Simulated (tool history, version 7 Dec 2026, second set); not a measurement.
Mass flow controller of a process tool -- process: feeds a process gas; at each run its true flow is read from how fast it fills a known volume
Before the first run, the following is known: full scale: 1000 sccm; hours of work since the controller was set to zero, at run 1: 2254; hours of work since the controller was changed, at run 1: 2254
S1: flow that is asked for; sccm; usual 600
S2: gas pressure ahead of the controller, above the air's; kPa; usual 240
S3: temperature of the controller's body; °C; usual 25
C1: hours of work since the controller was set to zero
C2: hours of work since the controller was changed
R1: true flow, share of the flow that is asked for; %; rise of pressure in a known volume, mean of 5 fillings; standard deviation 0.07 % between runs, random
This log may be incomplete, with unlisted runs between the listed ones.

run    hour   S1   S2  S3    C1    C2      R1
  1       0  600  240  25  2254  2254  100.64
  2   158.8  600  240  25  2303  2303  100.69
  3   254.3  600  240  29  2332  2332  101.15
  4   386.9  600  240  29  2372  2372  101.18
  5   493.6  600  240  29  2405  2405  101.24
  6   678.9  600  240  29  2461  2461  101.29
  7   870.7  600  240  25  2519  2519  100.94
  8  1007.5  600  240  39  2561  2561  102.15
  9  1184.9  600  240  39  2615  2615  102.16
 10  1284.2  600  240  30  2645  2645  101.44
 11  1421.3  600  240  30  2687  2687  101.49
 12  1571.3  152  240  30  2732  2732  103.83
 13    1666  152  240  30  2761  2761  103.81
     1682.4  -- controller's zero set anew
 14  1857.9  152  240  30    53  2819  105.87
 15  1946.5  570  240  30    80  2846  102.07
 16  2095.9  600  146  25   126  2892  102.56
 17  2208.6  600  240  28   160  2926  102.09
 18  2332.4  600  240  25   198  2964  101.83
     2405.1  -- controller's zero set anew, once more
 19  2426.6  600  240  25     7  2992  100.21
 20  2593.2  600  240  25    57  3043  100.33
 21  2695.1  600  240  36    88  3074  101.29
 22  2881.5  600  240  36   145  3131  101.26
 23    3018  600  240  36   186  3172  101.17
 24  3208.4  600  240  36   244  3230  101.27
 25  3390.7  221  240  36   300  3286  100.85
 26  3516.5  221  240  36   338  3324  100.84
 27  3707.2  221  240  36   396  3382  101.04
 28    3802  489  143  26   425  3411  101.25
 29  3929.4  151  228  26   464  3449  100.44
 30  4112.8  786  226  23   520  3505  100.75
 31  4216.7  536  213  25   551  3537  100.85
 32  4362.3  536  213  25   595  3581  100.76
 33  4534.7  134  219  22   648  3634  100.77
 34  4702.5  134  219  22   699  3685  100.77
 35  4866.6  134  219  22   749  3735  100.82
 36  4983.4  505  260  22   784  3770  100.24
 37  5121.8  600  240  36   826  3812  101.77
 38  5273.2  275  170  25   873  3858  101.09
 39    5396  410  172  32   910  3896  101.87
 40  5581.7  906  227  26   966  3952  101.64
 41  5755.5  906  227  26  1019  4005  101.65
 42  5864.7  389  240  33  1052  4038   101.5
 43  5946.3  453  166  37  1077  4063  102.39
 44  6112.8  453  166  37  1128  4114  102.47
 45  6282.5  453  166  37  1180  4165   102.6
 46  6474.3  600  240  33  1238  4224  101.86
 47  6591.5  537  240  24  1274  4259  101.05
 48  6687.2  353  215  29  1303  4288  101.71

Below are 4 alternative next runs, each starting from the tool's condition after run 48. Predict each:
  A  6781.7  353  247  29  1331  4317   ?
  B  6781.7  266  177  34  1331  4317   ?
  C  6781.7  187  149  36  1331  4317   ?
  D  6781.7  519  152  25  1331  4317   ?

run      R1
  A  101.37
  B  102.64
  C  103.19
  D  101.99
With no hidden state in the tool, these same runs would have given:
run     R1
  A  98.62
  B   99.6
  C  99.64
  D  99.53
